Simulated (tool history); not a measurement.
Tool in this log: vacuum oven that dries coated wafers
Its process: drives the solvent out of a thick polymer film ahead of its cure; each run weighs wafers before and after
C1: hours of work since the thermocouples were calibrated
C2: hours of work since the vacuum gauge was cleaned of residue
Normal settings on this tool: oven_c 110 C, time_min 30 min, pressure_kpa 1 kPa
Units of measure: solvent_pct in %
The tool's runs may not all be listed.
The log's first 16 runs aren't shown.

run 17 hour=352.5 | oven_c=112 time_min=30 pressure_kpa=1 | C1=307 C2=538 | solvent_pct=1.54
run 18 hour=375.6 | oven_c=100 time_min=30 pressure_kpa=1 | C1=320 C2=551 | solvent_pct=3.02
run 19 hour=403 | oven_c=100 time_min=30 pressure_kpa=1 | C1=337 C2=568 | solvent_pct=3.02
run 20 hour=432.3 | oven_c=100 time_min=30 pressure_kpa=0.89 | C1=354 C2=585 | solvent_pct=2.96
run 21 hour=446.6 | oven_c=104 time_min=30 pressure_kpa=0.61 | C1=363 C2=593 | solvent_pct=2.17
run 22 hour=461.3 | oven_c=104 time_min=30 pressure_kpa=0.61 | C1=371 C2=602 | solvent_pct=2.14
run 23 hour=478.4 | oven_c=110 time_min=30 pressure_kpa=1.25 | C1=382 C2=612 | solvent_pct=1.87
run 24 hour=507.3 | oven_c=113 time_min=46 pressure_kpa=3.43 | C1=399 C2=630 | solvent_pct=2.3
run 25 hour=521.8 | oven_c=113 time_min=46 pressure_kpa=3.43 | C1=407 C2=638 | solvent_pct=2.24
run 26 hour=548.8 | oven_c=98 time_min=25 pressure_kpa=0.76 | C1=423 C2=654 | solvent_pct=3.86
run 27 hour=574.6 | oven_c=105 time_min=30 pressure_kpa=1 | C1=439 C2=669 | solvent_pct=2.26
run 28 hour=597.1 | oven_c=110 time_min=28 pressure_kpa=2.22 | C1=452 C2=683 | solvent_pct=2.63
run 29 hour=625.9 | oven_c=96 time_min=28 pressure_kpa=0.53 | C1=469 C2=700 | solvent_pct=3.56
run 30 hour=651.8 | oven_c=96 time_min=28 pressure_kpa=0.53 | C1=484 C2=715 | solvent_pct=3.44
run 31 hour=668.3 | oven_c=120 time_min=19 pressure_kpa=0.55 | C1=494 C2=725 | solvent_pct=1.64
run 32 hour=688.7 | oven_c=120 time_min=19 pressure_kpa=0.55 | C1=506 C2=737 | solvent_pct=1.68
run 33 hour=706.7 | oven_c=115 time_min=30 pressure_kpa=2.93 | C1=517 C2=748 | solvent_pct=2.29
run 34 hour=719.8 | oven_c=115 time_min=30 pressure_kpa=2.93 | C1=525 C2=756 | solvent_pct=2.3
run 35 hour=742 | oven_c=124 time_min=30 pressure_kpa=1.6 | C1=538 C2=769 | solvent_pct=0.95
run 36 hour=769.8 | oven_c=123 time_min=35 pressure_kpa=1 | C1=554 C2=785 | solvent_pct=0.61
run 37 hour=787.6 | oven_c=123 time_min=35 pressure_kpa=1 | C1=565 C2=796 | solvent_pct=0.58
run 38 hour=803.9 | oven_c=101 time_min=35 pressure_kpa=1 | C1=575 C2=806 | solvent_pct=2.36

Estimate the outcome of run 39 from the log above:
run 39 hour=827.3 | oven_c=113 time_min=23 pressure_kpa=2.19 | C1=589 C2=819 | solvent_pct=?

Run 39 produced solvent_pct 2.71 %.
Without the tool's hidden state the same run would have given solvent_pct 2.7 %.

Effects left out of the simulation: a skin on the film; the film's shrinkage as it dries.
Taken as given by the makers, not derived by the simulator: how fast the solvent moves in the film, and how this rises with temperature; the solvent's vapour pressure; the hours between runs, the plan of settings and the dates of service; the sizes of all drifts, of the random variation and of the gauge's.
